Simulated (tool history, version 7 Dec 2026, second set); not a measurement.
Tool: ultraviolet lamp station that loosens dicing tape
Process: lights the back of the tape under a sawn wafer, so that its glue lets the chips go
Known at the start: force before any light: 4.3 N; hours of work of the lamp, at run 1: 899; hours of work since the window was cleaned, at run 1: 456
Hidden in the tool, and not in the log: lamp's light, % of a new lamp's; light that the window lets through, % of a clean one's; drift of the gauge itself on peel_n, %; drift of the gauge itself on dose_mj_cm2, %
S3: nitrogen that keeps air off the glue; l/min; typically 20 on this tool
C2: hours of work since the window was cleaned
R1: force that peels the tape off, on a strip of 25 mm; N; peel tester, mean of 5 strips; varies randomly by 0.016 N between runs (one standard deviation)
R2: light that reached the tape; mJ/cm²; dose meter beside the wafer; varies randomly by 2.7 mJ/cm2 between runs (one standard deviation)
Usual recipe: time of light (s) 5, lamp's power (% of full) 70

{"run": 1, "hour": 0.0, "time of light (s)": 5, "lamp's power (% of full)": 70, "S3": 20, "hours of work of the lamp": 899, "C2": 456, "R1": 1.289, "R2": 242}
{"run": 2, "hour": 30.7, "time of light (s)": 5, "lamp's power (% of full)": 70, "S3": 20, "hours of work of the lamp": 914, "C2": 471, "R1": 1.292, "R2": 246}
{"run": 3, "hour": 100.0, "time of light (s)": 5, "lamp's power (% of full)": 70, "S3": 20, "hours of work of the lamp": 950, "C2": 507, "R1": 1.37, "R2": 233}
{"hour": 138.8, "done": "window cleaned of glue's vapour"}
{"run": 4, "hour": 168.1, "time of light (s)": 5, "lamp's power (% of full)": 70, "S3": 20, "hours of work of the lamp": 985, "C2": 15, "R1": 1.16, "R2": 262}
{"run": 5, "hour": 202.1, "time of light (s)": 5, "lamp's power (% of full)": 70, "S3": 19, "hours of work of the lamp": 1002, "C2": 33, "R1": 1.256, "R2": 258}
{"run": 6, "hour": 256.0, "time of light (s)": 5, "lamp's power (% of full)": 70, "S3": 17, "hours of work of the lamp": 1030, "C2": 60, "R1": 1.335, "R2": 255}
{"run": 7, "hour": 293.1, "time of light (s)": 5, "lamp's power (% of full)": 70, "S3": 17, "hours of work of the lamp": 1049, "C2": 79, "R1": 1.31, "R2": 250}
{"run": 8, "hour": 353.9, "time of light (s)": 5, "lamp's power (% of full)": 63, "S3": 20, "hours of work of the lamp": 1080, "C2": 111, "R1": 1.455, "R2": 221}
{"run": 9, "hour": 424.1, "time of light (s)": 3, "lamp's power (% of full)": 70, "S3": 20, "hours of work of the lamp": 1116, "C2": 147, "R1": 2.066, "R2": 145}
{"run": 10, "hour": 461.8, "time of light (s)": 5, "lamp's power (% of full)": 70, "S3": 34, "hours of work of the lamp": 1136, "C2": 166, "R1": 1.145, "R2": 239}
{"hour": 492.5, "done": "lamp changed"}
{"run": 11, "hour": 528.6, "time of light (s)": 5, "lamp's power (% of full)": 70, "S3": 34, "hours of work of the lamp": 19, "C2": 200, "R1": 0.694, "R2": 335}
{"run": 12, "hour": 577.6, "time of light (s)": 2, "lamp's power (% of full)": 70, "S3": 34, "hours of work of the lamp": 44, "C2": 225, "R1": 1.938, "R2": 133}
{"run": 13, "hour": 612.0, "time of light (s)": 5, "lamp's power (% of full)": 70, "S3": 20, "hours of work of the lamp": 61, "C2": 243, "R1": 0.91, "R2": 334}
{"run": 14, "hour": 672.7, "time of light (s)": 5, "lamp's power (% of full)": 70, "S3": 19, "hours of work of the lamp": 93, "C2": 274, "R1": 0.932, "R2": 325}
{"run": 15, "hour": 716.0, "time of light (s)": 5, "lamp's power (% of full)": 70, "S3": 19, "hours of work of the lamp": 115, "C2": 296, "R1": 0.959, "R2": 317}
{"run": 16, "hour": 747.4, "time of light (s)": 4, "lamp's power (% of full)": 72, "S3": 14, "hours of work of the lamp": 131, "C2": 312, "R1": 1.348, "R2": 267}
{"run": 17, "hour": 812.2, "time of light (s)": 10, "lamp's power (% of full)": 70, "S3": 9, "hours of work of the lamp": 164, "C2": 346, "R1": 0.546, "R2": 624}
{"run": 18, "hour": 870.2, "time of light (s)": 10, "lamp's power (% of full)": 70, "S3": 9, "hours of work of the lamp": 194, "C2": 375, "R1": 0.575, "R2": 627}
{"run": 19, "hour": 907.4, "time of light (s)": 4, "lamp's power (% of full)": 70, "S3": 9, "hours of work of the lamp": 213, "C2": 394, "R1": 1.641, "R2": 241}
{"run": 20, "hour": 948.5, "time of light (s)": 5, "lamp's power (% of full)": 64, "S3": 27, "hours of work of the lamp": 234, "C2": 416, "R1": 0.993, "R2": 278}
{"run": 21, "hour": 1016.3, "time of light (s)": 5, "lamp's power (% of full)": 87, "S3": 23, "hours of work of the lamp": 269, "C2": 450, "R1": 0.753, "R2": 367}
{"run": 22, "hour": 1077.5, "time of light (s)": 5, "lamp's power (% of full)": 87, "S3": 23, "hours of work of the lamp": 301, "C2": 482, "R1": 0.754, "R2": 363}
{"run": 23, "hour": 1132.9, "time of light (s)": 8, "lamp's power (% of full)": 70, "S3": 9, "hours of work of the lamp": 329, "C2": 510, "R1": 0.847, "R2": 459}
{"run": 24, "hour": 1163.0, "time of light (s)": 8, "lamp's power (% of full)": 70, "S3": 9, "hours of work of the lamp": 345, "C2": 526, "R1": 0.836, "R2": 457}
{"hour": 1168.7, "done": "window cleaned of glue's vapour"}
{"run": 25, "hour": 1225.2, "time of light (s)": 5, "lamp's power (% of full)": 66, "S3": 36, "hours of work of the lamp": 376, "C2": 29, "R1": 0.837, "R2": 301}
{"run": 26, "hour": 1294.4, "time of light (s)": 5, "lamp's power (% of full)": 66, "S3": 36, "hours of work of the lamp": 412, "C2": 65, "R1": 0.874, "R2": 293}

Alternative continuations, all from the tool just after run 26; predict every row:
{"run": "A", "hour": 1348.8, "time of light (s)": 5, "lamp's power (% of full)": 66, "S3": 23, "hours of work of the lamp": 440, "C2": 93, "R1": "?", "R2": "?"}
{"run": "B", "hour": 1348.8, "time of light (s)": 10, "lamp's power (% of full)": 97, "S3": 20, "hours of work of the lamp": 440, "C2": 93, "R1": "?", "R2": "?"}
{"run": "C", "hour": 1348.8, "time of light (s)": 5, "lamp's power (% of full)": 66, "S3": 16, "hours of work of the lamp": 440, "C2": 93, "R1": "?", "R2": "?"}

run=A R1=0.993 R2=290
run=B R1=0.281 R2=843
run=C R1=1.172 R2=286
What these runs would have given with no unlogged condition in the tool:
run=A R1=0.79 R2=345
run=B R1=0.26 R2=1002
run=C R1=0.946 R2=341

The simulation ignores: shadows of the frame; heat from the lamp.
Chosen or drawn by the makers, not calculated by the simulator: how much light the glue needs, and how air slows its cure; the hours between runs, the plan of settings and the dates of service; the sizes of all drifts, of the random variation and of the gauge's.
